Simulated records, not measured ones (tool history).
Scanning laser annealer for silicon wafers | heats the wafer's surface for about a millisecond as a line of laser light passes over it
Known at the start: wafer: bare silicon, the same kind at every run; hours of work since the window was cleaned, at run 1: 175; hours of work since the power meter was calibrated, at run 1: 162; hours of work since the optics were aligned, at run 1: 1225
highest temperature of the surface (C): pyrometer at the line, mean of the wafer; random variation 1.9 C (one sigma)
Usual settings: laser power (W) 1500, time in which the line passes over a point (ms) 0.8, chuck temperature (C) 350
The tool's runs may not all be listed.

run	day	laser power (W)	time in which the line passes over a point (ms)	chuck temperature (C)	hours of work since the window was cleaned	hours of work since the power meter was calibrated	hours of work since the optics were aligned	highest temperature of the surface (C)
1	0	1500	0.8	350	175	162	1225	1173
2	1.525	1500	0.8	350	194	181	1244	1165
3	3.333	1500	0.661	350	216	203	1266	1086
4	5.112	1500	0.8	344	238	225	1288	1164
5	6.95	1500	0.8	354	261	248	1311	1175
6	8.146	1645	0.631	325	276	262	1326	1106
7	10.462	1645	0.631	325	304	291	1354	1104
8	11.825	1500	0.8	370	321	308	1371	1187
9	14.212	1500	0.8	370	350	337	1400	1183

Run 10 comes next. What will it give?
10	15.529	1379	0.811	386	366	353	1417	?

{"run 10": {"highest temperature of the surface (C)": 1147}}
Without the tool's hidden state the same run would have given highest temperature of the surface (C) 1164.
